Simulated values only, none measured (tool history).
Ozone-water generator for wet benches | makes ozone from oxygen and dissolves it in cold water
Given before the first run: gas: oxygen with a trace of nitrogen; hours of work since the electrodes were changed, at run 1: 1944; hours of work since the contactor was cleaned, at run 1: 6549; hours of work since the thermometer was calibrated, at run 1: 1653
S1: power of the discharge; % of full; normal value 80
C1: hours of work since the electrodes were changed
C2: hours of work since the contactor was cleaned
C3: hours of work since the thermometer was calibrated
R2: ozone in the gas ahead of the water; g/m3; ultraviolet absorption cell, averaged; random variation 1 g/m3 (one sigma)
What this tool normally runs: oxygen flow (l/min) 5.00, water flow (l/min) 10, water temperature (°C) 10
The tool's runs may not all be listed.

{"run": 1, "day": 0.0, "S1": 80, "oxygen flow (l/min)": 5.0, "water flow (l/min)": 10, "water temperature (°C)": 10, "C1": 1944, "C2": 6549, "C3": 1653, "dissolved ozone (ppm)": 30.9, "R2": 174.5}
{"run": 2, "day": 4.125, "S1": 80, "oxygen flow (l/min)": 5.0, "water flow (l/min)": 10, "water temperature (°C)": 10, "C1": 2026, "C2": 6632, "C3": 1736, "dissolved ozone (ppm)": 31.0, "R2": 175.6}
{"run": 3, "day": 11.154, "S1": 80, "oxygen flow (l/min)": 5.0, "water flow (l/min)": 10, "water temperature (°C)": 10, "C1": 2167, "C2": 6772, "C3": 1876, "dissolved ozone (ppm)": 30.8, "R2": 173.3}
{"run": 4, "day": 17.433, "S1": 80, "oxygen flow (l/min)": 5.0, "water flow (l/min)": 10, "water temperature (°C)": 10, "C1": 2292, "C2": 6898, "C3": 2002, "dissolved ozone (ppm)": 30.4, "R2": 172.6}
{"run": 5, "day": 22.833, "S1": 80, "oxygen flow (l/min)": 5.0, "water flow (l/min)": 10, "water temperature (°C)": 10, "C1": 2400, "C2": 7006, "C3": 2110, "dissolved ozone (ppm)": 30.7, "R2": 174.1}
{"run": 6, "day": 30.808, "S1": 80, "oxygen flow (l/min)": 3.76, "water flow (l/min)": 10, "water temperature (°C)": 10, "C1": 2560, "C2": 7165, "C3": 2269, "dissolved ozone (ppm)": 28.8, "R2": 187.9}
{"run": 7, "day": 34.588, "S1": 80, "oxygen flow (l/min)": 3.76, "water flow (l/min)": 10, "water temperature (°C)": 10, "C1": 2635, "C2": 7241, "C3": 2345, "dissolved ozone (ppm)": 28.9, "R2": 188.7}
{"run": 8, "day": 40.929, "S1": 80, "oxygen flow (l/min)": 5.0, "water flow (l/min)": 10, "water temperature (°C)": 10, "C1": 2762, "C2": 7368, "C3": 2472, "dissolved ozone (ppm)": 30.3, "R2": 171.5}
{"run": 9, "day": 46.762, "S1": 80, "oxygen flow (l/min)": 5.0, "water flow (l/min)": 10, "water temperature (°C)": 10, "C1": 2879, "C2": 7484, "C3": 2588, "dissolved ozone (ppm)": 30.5, "R2": 172.1}
{"run": 10, "day": 50.683, "S1": 80, "oxygen flow (l/min)": 5.0, "water flow (l/min)": 10, "water temperature (°C)": 10, "C1": 2957, "C2": 7563, "C3": 2667, "dissolved ozone (ppm)": 30.2, "R2": 170.8}
{"run": 11, "day": 55.533, "S1": 80, "oxygen flow (l/min)": 5.0, "water flow (l/min)": 10, "water temperature (°C)": 10, "C1": 3054, "C2": 7660, "C3": 2764, "dissolved ozone (ppm)": 30.1, "R2": 170.5}
{"run": 12, "day": 63.379, "S1": 80, "oxygen flow (l/min)": 5.0, "water flow (l/min)": 10, "water temperature (°C)": 10, "C1": 3211, "C2": 7817, "C3": 2921, "dissolved ozone (ppm)": 30.2, "R2": 170.3}
{"run": 13, "day": 71.5, "S1": 80, "oxygen flow (l/min)": 5.0, "water flow (l/min)": 10, "water temperature (°C)": 10, "C1": 3373, "C2": 7979, "C3": 3083, "dissolved ozone (ppm)": 29.8, "R2": 170.4}
{"run": 14, "day": 76.179, "S1": 80, "oxygen flow (l/min)": 6.72, "water flow (l/min)": 10, "water temperature (°C)": 10, "C1": 3467, "C2": 8073, "C3": 3177, "dissolved ozone (ppm)": 30.7, "R2": 155.9}
{"run": 15, "day": 81.288, "S1": 80, "oxygen flow (l/min)": 6.72, "water flow (l/min)": 10, "water temperature (°C)": 17, "C1": 3569, "C2": 8175, "C3": 3279, "dissolved ozone (ppm)": 26.6, "R2": 155.8}
{"day": 85.296, "done": "contactor cleaned"}
{"run": 16, "day": 89.517, "S1": 80, "oxygen flow (l/min)": 6.72, "water flow (l/min)": 10, "water temperature (°C)": 17, "C1": 3730, "C2": 84, "C3": 3440, "dissolved ozone (ppm)": 27.5, "R2": 152.9}
{"run": 17, "day": 93.438, "S1": 59, "oxygen flow (l/min)": 2.98, "water flow (l/min)": 11, "water temperature (°C)": 8, "C1": 3809, "C2": 163, "C3": 3518, "dissolved ozone (ppm)": 21.2, "R2": 159.8}
{"run": 18, "day": 101.442, "S1": 66, "oxygen flow (l/min)": 3.8, "water flow (l/min)": 6, "water temperature (°C)": 10, "C1": 3969, "C2": 323, "C3": 3679, "dissolved ozone (ppm)": 36.6, "R2": 160.2}
{"run": 19, "day": 108.7, "S1": 66, "oxygen flow (l/min)": 5.0, "water flow (l/min)": 6, "water temperature (°C)": 11, "C1": 4114, "C2": 468, "C3": 3824, "dissolved ozone (ppm)": 35.9, "R2": 145.1}
{"run": 20, "day": 111.992, "S1": 73, "oxygen flow (l/min)": 6.79, "water flow (l/min)": 12, "water temperature (°C)": 10, "C1": 4180, "C2": 534, "C3": 3889, "dissolved ozone (ppm)": 25.8, "R2": 142.5}
{"run": 21, "day": 118.467, "S1": 70, "oxygen flow (l/min)": 3.84, "water flow (l/min)": 10, "water temperature (°C)": 12, "C1": 4309, "C2": 663, "C3": 4019, "dissolved ozone (ppm)": 25.1, "R2": 165.0}
{"run": 22, "day": 125.521, "S1": 61, "oxygen flow (l/min)": 3.84, "water flow (l/min)": 14, "water temperature (°C)": 12, "C1": 4450, "C2": 804, "C3": 4160, "dissolved ozone (ppm)": 17.3, "R2": 150.4}
{"run": 23, "day": 130.629, "S1": 61, "oxygen flow (l/min)": 3.84, "water flow (l/min)": 14, "water temperature (°C)": 12, "C1": 4552, "C2": 907, "C3": 4262, "dissolved ozone (ppm)": 17.3, "R2": 148.0}
{"day": 135.658, "done": "water thermometer calibrated"}
{"run": 24, "day": 138.388, "S1": 55, "oxygen flow (l/min)": 4.53, "water flow (l/min)": 10, "water temperature (°C)": 6, "C1": 4707, "C2": 1061, "C3": 55, "dissolved ozone (ppm)": 24.0, "R2": 130.5}
{"run": 25, "day": 144.421, "S1": 55, "oxygen flow (l/min)": 4.53, "water flow (l/min)": 10, "water temperature (°C)": 6, "C1": 4828, "C2": 1182, "C3": 175, "dissolved ozone (ppm)": 24.0, "R2": 130.7}
{"run": 26, "day": 149.454, "S1": 55, "oxygen flow (l/min)": 4.53, "water flow (l/min)": 10, "water temperature (°C)": 6, "C1": 4929, "C2": 1283, "C3": 276, "dissolved ozone (ppm)": 24.4, "R2": 132.4}
{"run": 27, "day": 156.446, "S1": 80, "oxygen flow (l/min)": 3.52, "water flow (l/min)": 10, "water temperature (°C)": 5, "C1": 5068, "C2": 1422, "C3": 416, "dissolved ozone (ppm)": 30.2, "R2": 182.7}
{"run": 28, "day": 161.004, "S1": 59, "oxygen flow (l/min)": 8.64, "water flow (l/min)": 9, "water temperature (°C)": 7, "C1": 5159, "C2": 1514, "C3": 507, "dissolved ozone (ppm)": 28.5, "R2": 111.8}
{"run": 29, "day": 168.775, "S1": 42, "oxygen flow (l/min)": 3.52, "water flow (l/min)": 9, "water temperature (°C)": 13, "C1": 5315, "C2": 1669, "C3": 662, "dissolved ozone (ppm)": 18.4, "R2": 116.4}
{"run": 30, "day": 173.538, "S1": 80, "oxygen flow (l/min)": 5.58, "water flow (l/min)": 15, "water temperature (°C)": 10, "C1": 5410, "C2": 1764, "C3": 757, "dissolved ozone (ppm)": 21.3, "R2": 158.4}
{"run": 31, "day": 176.975, "S1": 80, "oxygen flow (l/min)": 5.58, "water flow (l/min)": 15, "water temperature (°C)": 10, "C1": 5479, "C2": 1833, "C3": 826, "dissolved ozone (ppm)": 21.5, "R2": 157.3}
{"run": 32, "day": 180.571, "S1": 80, "oxygen flow (l/min)": 8.84, "water flow (l/min)": 10, "water temperature (°C)": 7, "C1": 5551, "C2": 1905, "C3": 898, "dissolved ozone (ppm)": 32.8, "R2": 136.1}

5 options for the next run, each taken on its own from the tool as it stands now. Forecast them:
{"run": "A", "day": 184.412, "S1": 80, "oxygen flow (l/min)": 5.0, "water flow (l/min)": 16, "water temperature (°C)": 10, "C1": 5628, "C2": 1982, "C3": 975, "dissolved ozone (ppm)": "?", "R2": "?"}
{"run": "B", "day": 184.412, "S1": 80, "oxygen flow (l/min)": 5.0, "water flow (l/min)": 10, "water temperature (°C)": 7, "C1": 5628, "C2": 1982, "C3": 975, "dissolved ozone (ppm)": "?", "R2": "?"}
{"run": "C", "day": 184.412, "S1": 41, "oxygen flow (l/min)": 4.48, "water flow (l/min)": 8, "water temperature (°C)": 10, "C1": 5628, "C2": 1982, "C3": 975, "dissolved ozone (ppm)": "?", "R2": "?"}
{"run": "D", "day": 184.412, "S1": 80, "oxygen flow (l/min)": 8.84, "water flow (l/min)": 15, "water temperature (°C)": 7, "C1": 5628, "C2": 1982, "C3": 975, "dissolved ozone (ppm)": "?", "R2": "?"}
{"run": "E", "day": 184.412, "S1": 87, "oxygen flow (l/min)": 3.67, "water flow (l/min)": 10, "water temperature (°C)": 7, "C1": 5628, "C2": 1982, "C3": 975, "dissolved ozone (ppm)": "?", "R2": "?"}

run=A dissolved_ozone_(ppm)=19.6 R2=161.3
run=B dissolved_ozone_(ppm)=31.1 R2=162.5
run=C dissolved_ozone_(ppm)=21.6 R2=106.0
run=D dissolved_ozone_(ppm)=24.4 R2=135.6
run=E dissolved_ozone_(ppm)=30.9 R2=186.9
Take away the tool's hidden state, keep each run's random variation, and the runs would have read:
run=A dissolved_ozone_(ppm)=22.2 R2=180.1
run=B dissolved_ozone_(ppm)=35.1 R2=181.4
run=C dissolved_ozone_(ppm)=23.2 R2=112.7
run=D dissolved_ozone_(ppm)=27.6 R2=151.4
run=E dissolved_ozone_(ppm)=35.1 R2=210.0

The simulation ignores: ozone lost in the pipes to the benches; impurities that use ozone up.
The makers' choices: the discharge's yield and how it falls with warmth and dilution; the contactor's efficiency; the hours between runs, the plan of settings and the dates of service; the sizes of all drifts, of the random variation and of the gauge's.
